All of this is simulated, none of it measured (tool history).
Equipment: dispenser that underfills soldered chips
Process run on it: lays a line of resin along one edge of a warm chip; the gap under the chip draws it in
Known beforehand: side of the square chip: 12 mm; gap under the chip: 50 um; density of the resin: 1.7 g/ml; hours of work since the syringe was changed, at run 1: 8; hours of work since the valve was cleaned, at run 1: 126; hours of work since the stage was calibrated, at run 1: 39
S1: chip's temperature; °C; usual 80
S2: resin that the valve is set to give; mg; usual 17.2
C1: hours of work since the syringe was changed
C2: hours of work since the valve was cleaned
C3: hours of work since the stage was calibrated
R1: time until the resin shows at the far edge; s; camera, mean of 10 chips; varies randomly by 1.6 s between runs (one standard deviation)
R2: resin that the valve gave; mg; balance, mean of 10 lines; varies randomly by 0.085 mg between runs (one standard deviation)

Run 1, hour 0: usual settings; C1 8; C2 126; C3 39. Result: R1 310.2 s, R2 15.5 mg.
At hour 1.6: new syringe of resin.
Run 2, hour 2.6: usual settings; C1 1; C2 128; C3 40. Result: R1 176.3 s, R2 15.41 mg.
Run 3, hour 7.7: usual settings; C1 5; C2 131; C3 44. Result: R1 242.4 s, R2 15.27 mg.
Run 4, hour 12.3: usual settings; C1 8; C2 135; C3 48. Result: R1 333.2 s, R2 15.16 mg.
At hour 13.7: new syringe of resin.
Run 5, hour 17.9: usual settings; C1 3; C2 139; C3 52. Result: R1 210 s, R2 15.24 mg.
Run 6, hour 20.9: usual settings; C1 5; C2 141; C3 54. Result: R1 255.6 s, R2 14.89 mg.
At hour 24.5: dispensing valve cleaned and set on the balance.
Run 7, hour 25.7: usual settings but S2 17.4 mg; C1 8; C2 1; C3 57. Result: R1 315.6 s, R2 17.5 mg.
At hour 26.8: new syringe of resin.
Run 8, hour 29.2: usual settings but S2 17.4 mg; C1 2; C2 3; C3 59. Result: R1 185 s, R2 17.36 mg.
Run 9, hour 32.4: usual settings but S2 17.4 mg; C1 4; C2 6; C3 61. Result: R1 227.8 s, R2 17.46 mg.
Run 10, hour 36.4: usual settings but S2 17.4 mg; C1 7; C2 9; C3 64. Result: R1 291.1 s, R2 17.23 mg.
At hour 38.9: new syringe of resin.
Run 11, hour 42.1: usual settings but S1 66 °C; C1 2; C2 13; C3 68. Result: R1 370.4 s, R2 16.97 mg.
Run 12, hour 47.6: usual settings but S1 66 °C; C1 6; C2 17; C3 72. Result: R1 529 s, R2 17.04 mg.
At hour 50.9: new syringe of resin.
Run 13, hour 51.3: usual settings but S1 76 °C; C1 0; C2 19; C3 75. Result: R1 199.2 s, R2 16.91 mg.
Run 14, hour 54.3: usual settings but S1 76 °C; C1 3; C2 21; C3 77. Result: R1 241 s, R2 16.88 mg.
Run 15, hour 56.8: usual settings; C1 4; C2 23; C3 79. Result: R1 232 s, R2 16.78 mg.
Run 16, hour 62.3: usual settings; C1 8; C2 27; C3 83. Result: R1 335.9 s, R2 16.77 mg.
At hour 63: new syringe of resin.
Run 17, hour 66.4: usual settings; C1 3; C2 30; C3 86. Result: R1 196.5 s, R2 16.65 mg.
Run 18, hour 69.5: usual settings; C1 5; C2 33; C3 88. Result: R1 237.2 s, R2 16.79 mg.
Run 19, hour 72.3: usual settings; C1 7; C2 35; C3 90. Result: R1 289.4 s, R2 16.74 mg.
At hour 74.9: new syringe of resin.
Run 20, hour 76.7: usual settings; C1 1; C2 38; C3 93. Result: R1 180.4 s, R2 16.73 mg.
Run 21, hour 79.7: usual settings but S1 94 °C, S2 17.8 mg; C1 4; C2 40; C3 96. Result: R1 118 s, R2 17.15 mg.
Run 22, hour 82.7: usual settings but S1 70 °C, S2 19.2 mg; C1 6; C2 42; C3 98. Result: R1 416.5 s, R2 18.54 mg.
At hour 86.9: new syringe of resin.
Run 23, hour 88.3: usual settings but S1 65 °C, S2 15.4 mg; C1 1; C2 46; C3 102. Result: R1 368.7 s, R2 14.67 mg.
Run 24, hour 91.5: usual settings but S1 79 °C, S2 16.6 mg; C1 3; C2 48; C3 104. Result: R1 226.5 s, R2 15.93 mg.
Run 25, hour 96.6: usual settings but S1 68 °C, S2 15.6 mg; C1 7; C2 52; C3 108. Result: R1 538.5 s, R2 14.95 mg.
At hour 98.9: new syringe of resin.
Run 26, hour 101.5: usual settings but S1 75 °C, S2 17.3 mg; C1 2; C2 56; C3 111. Result: R1 243.1 s, R2 16.5 mg.
Run 27, hour 106.8: usual settings but S2 15 mg; C1 6; C2 60; C3 115. Result: R1 281.8 s, R2 14.22 mg.
Run 28, hour 109.5: usual settings but S2 15 mg; C1 8; C2 61; C3 117. Result: R1 333.1 s, R2 14.17 mg.
At hour 110.9: new syringe of resin.
Run 29, hour 114.1: usual settings but S2 15 mg; C1 2; C2 65; C3 120. Result: R1 201.8 s, R2 14.18 mg.
Run 30, hour 118.5: usual settings but S1 90 °C, S2 16.1 mg; C1 6; C2 68; C3 124. Result: R1 168.2 s, R2 15.08 mg.
Run 31, hour 121.6: usual settings but S1 90 °C, S2 16.1 mg; C1 8; C2 70; C3 126. Result: R1 202.4 s, R2 15.05 mg.
At hour 122.9: new syringe of resin.
Run 32, hour 126.6: usual settings but S1 90 °C, S2 16.1 mg; C1 3; C2 74; C3 130. Result: R1 132.4 s, R2 15.11 mg.
Run 33, hour 131.5: usual settings but S1 85 °C, S2 16.1 mg; C1 6; C2 77; C3 133. Result: R1 231.1 s, R2 14.98 mg.
At hour 134.9: new syringe of resin.
Run 34, hour 135.8: usual settings but S2 20.2 mg; C1 1; C2 80; C3 136. Result: R1 164.3 s, R2 18.75 mg.
Run 35, hour 140.8: usual settings but S1 71 °C, S2 15.6 mg; C1 4; C2 84; C3 140. Result: R1 371 s, R2 14.55 mg.
Run 36, hour 145.7: usual settings but S1 73 °C, S2 19.8 mg; C1 8; C2 88; C3 143. Result: R1 437 s, R2 18.37 mg.

The same runs without the tool's hidden state, with the same run-to-run variation:
The hidden state here: resin's viscosity, % of fresh resin's; dose that the valve gives, % of what is set; true chip temperature over the reading, C; drift of the gauge itself on fill_s, %; drift of the gauge itself on given_mg, %.
run     R1     R2
  1  155.2  17.32
  2  158.3  17.25
  3    156  17.15
  4    159  17.09
  5    155  17.24
  6  155.3  16.89
  7  155.5  17.51
  8  156.7   17.4
  9  156.9  17.54
 10    155  17.35
 11    302  17.15
 12  302.9  17.27
 13  189.8  17.18
 14  189.5  17.18
 15  154.8  17.11
 16  156.3  17.17
 17  158.1  17.09
 18  155.3  17.27
 19  158.7  17.24
 20    156  17.28
 21   84.5  17.75
 22  245.2  19.23
 23  329.2  15.27
 24  164.9  16.62
 25  279.7  15.65
 26  199.3  17.33
 27  162.3  14.99
 28  161.6  14.96
 29  163.5  15.01
 30  102.6  16.01
 31  100.9  16.02
 32  100.7  16.13
 33  127.3  16.04
 34  153.1  20.14
 35  244.1  15.68
 36  213.3  19.87
